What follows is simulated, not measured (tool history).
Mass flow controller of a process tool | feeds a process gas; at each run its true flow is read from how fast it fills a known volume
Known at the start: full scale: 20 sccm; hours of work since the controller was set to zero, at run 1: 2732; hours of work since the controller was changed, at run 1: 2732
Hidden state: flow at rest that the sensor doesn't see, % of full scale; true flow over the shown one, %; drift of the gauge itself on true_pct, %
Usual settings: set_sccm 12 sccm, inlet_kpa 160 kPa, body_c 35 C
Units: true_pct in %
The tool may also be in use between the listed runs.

run	day	set_sccm	inlet_kpa	body_c	hours of work since the controller was set to zero	hours of work since the controller was changed	true_pct
1	0	12	160	35	2732	2732	97.54
2	12.004	12	160	35	2849	2849	97.49
3	22.967	12	160	35	2955	2955	97.47
4	32.725	12	160	35	3050	3050	97.45
5	44.117	3	160	35	3161	3161	98.78
6	49.3	12	160	35	3212	3212	97.47
7	56.683	12	143	35	3284	3284	97.4
8	68.896	12	143	35	3403	3403	97.36
9	78.183	12	160	20	3493	3493	98.93
10	84.808	12	160	20	3558	3558	98.96
11	90.808	12	160	29	3616	3616	98.08
12	101.679	12	160	35	3722	3722	97.31
13	111.412	12	160	35	3817	3817	97.3
14	118.175	12	160	35	3883	3883	97.37
15	130.067	12	160	35	3999	3999	97.37
16	136.746	12	160	35	4064	4064	97.26
17	147.229	8	277	22	4166	4166	98.76
18	153.725	4	178	39	4229	4229	97.9
19	166	16	240	27	4348	4348	98.57
20	176.196	16	160	30	4448	4448	98.07
21	187.567	6	221	24	4558	4558	98.88
22	192.579	14	265	24	4607	4607	98.58
23	202.688	14	265	24	4706	4706	98.67
24	211.529	7	202	39	4792	4792	97.17
25	218.704	10	170	21	4862	4862	98.55
26	230.142	14	170	21	4973	4973	98.69
27	235.296	5	238	29	5023	5023	98.77
28	245	7	173	30	5118	5118	97.95
29	254.433	2	179	35	5210	5210	102.62
30	262.717	2	179	32	5290	5290	103.04
31	272.75	2	179	32	5388	5388	103.05
32	280.775	4	229	22	5466	5466	100.3

The same runs without the tool's hidden state, with the same run-to-run variation:
run	true_pct
1	97.86
2	97.83
3	97.81
4	97.81
5	96.61
6	97.85
7	97.79
8	97.77
9	99.34
10	99.38
11	98.51
12	97.75
13	97.75
14	97.83
15	97.83
16	97.74
17	98.7
18	96.17
19	99.37
20	98.88
21	98.22
22	99.3
23	99.4
24	96.84
25	98.88
26	99.47
27	97.53
28	97.6
29	96.45
30	96.78
31	96.69
32	98.11

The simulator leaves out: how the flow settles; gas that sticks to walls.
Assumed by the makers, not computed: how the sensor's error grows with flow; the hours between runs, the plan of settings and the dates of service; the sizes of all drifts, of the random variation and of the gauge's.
